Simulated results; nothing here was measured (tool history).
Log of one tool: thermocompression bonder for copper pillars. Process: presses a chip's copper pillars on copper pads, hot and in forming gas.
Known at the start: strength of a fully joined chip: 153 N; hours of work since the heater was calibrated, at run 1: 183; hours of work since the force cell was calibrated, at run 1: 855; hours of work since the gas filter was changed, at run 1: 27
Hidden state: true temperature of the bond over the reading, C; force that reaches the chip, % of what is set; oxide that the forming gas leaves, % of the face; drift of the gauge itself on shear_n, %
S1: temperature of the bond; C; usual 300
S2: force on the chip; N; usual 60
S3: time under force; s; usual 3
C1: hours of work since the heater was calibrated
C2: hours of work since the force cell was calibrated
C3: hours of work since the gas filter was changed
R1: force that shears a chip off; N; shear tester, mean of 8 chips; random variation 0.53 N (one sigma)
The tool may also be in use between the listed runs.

{"run": 1, "hour": 0.0, "S1": 300, "S2": 60, "S3": 3, "C1": 183, "C2": 855, "C3": 27, "R1": 65.0}
{"run": 2, "hour": 28.8, "S1": 300, "S2": 60, "S3": 3, "C1": 195, "C2": 867, "C3": 39, "R1": 64.0}
{"run": 3, "hour": 60.2, "S1": 300, "S2": 80, "S3": 3, "C1": 208, "C2": 880, "C3": 52, "R1": 82.6}
{"run": 4, "hour": 105.3, "S1": 300, "S2": 80, "S3": 3, "C1": 227, "C2": 899, "C3": 71, "R1": 80.2}
{"run": 5, "hour": 148.7, "S1": 300, "S2": 80, "S3": 3, "C1": 245, "C2": 917, "C3": 89, "R1": 79.3}
{"run": 6, "hour": 186.7, "S1": 300, "S2": 80, "S3": 3, "C1": 261, "C2": 933, "C3": 105, "R1": 78.3}
{"run": 7, "hour": 229.7, "S1": 300, "S2": 80, "S3": 3, "C1": 279, "C2": 951, "C3": 123, "R1": 77.5}
{"run": 8, "hour": 285.9, "S1": 300, "S2": 80, "S3": 3, "C1": 303, "C2": 975, "C3": 147, "R1": 76.7}
{"hour": 301.3, "done": "forming gas filter changed"}
{"run": 9, "hour": 338.4, "S1": 300, "S2": 60, "S3": 3, "C1": 325, "C2": 996, "C3": 16, "R1": 65.6}
{"run": 10, "hour": 368.3, "S1": 300, "S2": 60, "S3": 3, "C1": 337, "C2": 1009, "C3": 28, "R1": 66.1}
{"run": 11, "hour": 419.9, "S1": 300, "S2": 60, "S3": 6, "C1": 359, "C2": 1031, "C3": 50, "R1": 82.2}
{"run": 12, "hour": 458.7, "S1": 300, "S2": 60, "S3": 6, "C1": 375, "C2": 1047, "C3": 66, "R1": 80.3}
{"run": 13, "hour": 511.9, "S1": 300, "S2": 60, "S3": 3, "C1": 397, "C2": 1069, "C3": 88, "R1": 63.2}
{"run": 14, "hour": 569.1, "S1": 300, "S2": 60, "S3": 3, "C1": 421, "C2": 1093, "C3": 112, "R1": 61.6}
{"run": 15, "hour": 605.2, "S1": 322, "S2": 60, "S3": 3, "C1": 436, "C2": 1108, "C3": 127, "R1": 78.5}
{"run": 16, "hour": 650.0, "S1": 322, "S2": 60, "S3": 3, "C1": 455, "C2": 1127, "C3": 146, "R1": 76.0}
{"hour": 667.1, "done": "forming gas filter changed"}
{"run": 17, "hour": 696.2, "S1": 322, "S2": 60, "S3": 3, "C1": 474, "C2": 1146, "C3": 12, "R1": 84.0}
{"run": 18, "hour": 725.3, "S1": 272, "S2": 67, "S3": 4, "C1": 487, "C2": 1158, "C3": 24, "R1": 56.9}
{"run": 19, "hour": 759.7, "S1": 277, "S2": 47, "S3": 4, "C1": 501, "C2": 1173, "C3": 39, "R1": 42.1}
{"run": 20, "hour": 783.5, "S1": 277, "S2": 47, "S3": 4, "C1": 511, "C2": 1183, "C3": 49, "R1": 41.8}
{"run": 21, "hour": 813.7, "S1": 326, "S2": 47, "S3": 3, "C1": 524, "C2": 1195, "C3": 61, "R1": 69.0}
{"run": 22, "hour": 837.2, "S1": 326, "S2": 58, "S3": 5, "C1": 533, "C2": 1205, "C3": 71, "R1": 96.5}
{"run": 23, "hour": 875.8, "S1": 287, "S2": 51, "S3": 3, "C1": 550, "C2": 1221, "C3": 87, "R1": 46.2}
{"run": 24, "hour": 930.3, "S1": 287, "S2": 51, "S3": 3, "C1": 572, "C2": 1244, "C3": 110, "R1": 44.7}
{"run": 25, "hour": 965.2, "S1": 287, "S2": 51, "S3": 3, "C1": 587, "C2": 1259, "C3": 125, "R1": 43.9}
{"run": 26, "hour": 1005.6, "S1": 286, "S2": 41, "S3": 7, "C1": 604, "C2": 1276, "C3": 142, "R1": 49.0}
{"hour": 1033.6, "done": "forming gas filter changed"}
{"run": 27, "hour": 1045.7, "S1": 286, "S2": 41, "S3": 7, "C1": 620, "C2": 1292, "C3": 5, "R1": 53.9}
{"run": 28, "hour": 1072.2, "S1": 280, "S2": 49, "S3": 9, "C1": 632, "C2": 1303, "C3": 16, "R1": 66.2}
{"run": 29, "hour": 1104.9, "S1": 280, "S2": 50, "S3": 2, "C1": 645, "C2": 1317, "C3": 30, "R1": 35.8}
{"run": 30, "hour": 1162.4, "S1": 273, "S2": 61, "S3": 2, "C1": 669, "C2": 1341, "C3": 54, "R1": 38.1}
{"run": 31, "hour": 1196.6, "S1": 318, "S2": 60, "S3": 3, "C1": 684, "C2": 1355, "C3": 68, "R1": 79.5}

Forecast each of these 4 alternatives for the next run:
{"run": "A", "hour": 1243.6, "S1": 276, "S2": 66, "S3": 3, "C1": 703, "C2": 1375, "C3": 88, "R1": "?"}
{"run": "B", "hour": 1243.6, "S1": 319, "S2": 60, "S3": 3, "C1": 703, "C2": 1375, "C3": 88, "R1": "?"}
{"run": "C", "hour": 1243.6, "S1": 319, "S2": 55, "S3": 3, "C1": 703, "C2": 1375, "C3": 88, "R1": "?"}
{"run": "D", "hour": 1243.6, "S1": 300, "S2": 76, "S3": 5, "C1": 703, "C2": 1375, "C3": 88, "R1": "?"}

run=A R1=51.5
run=B R1=77.4
run=C R1=73.6
run=D R1=91.8
Without the tool's hidden state the same runs would have given:
run=A R1=50.4
run=B R1=77.5
run=C R1=73.4
run=D R1=92.3

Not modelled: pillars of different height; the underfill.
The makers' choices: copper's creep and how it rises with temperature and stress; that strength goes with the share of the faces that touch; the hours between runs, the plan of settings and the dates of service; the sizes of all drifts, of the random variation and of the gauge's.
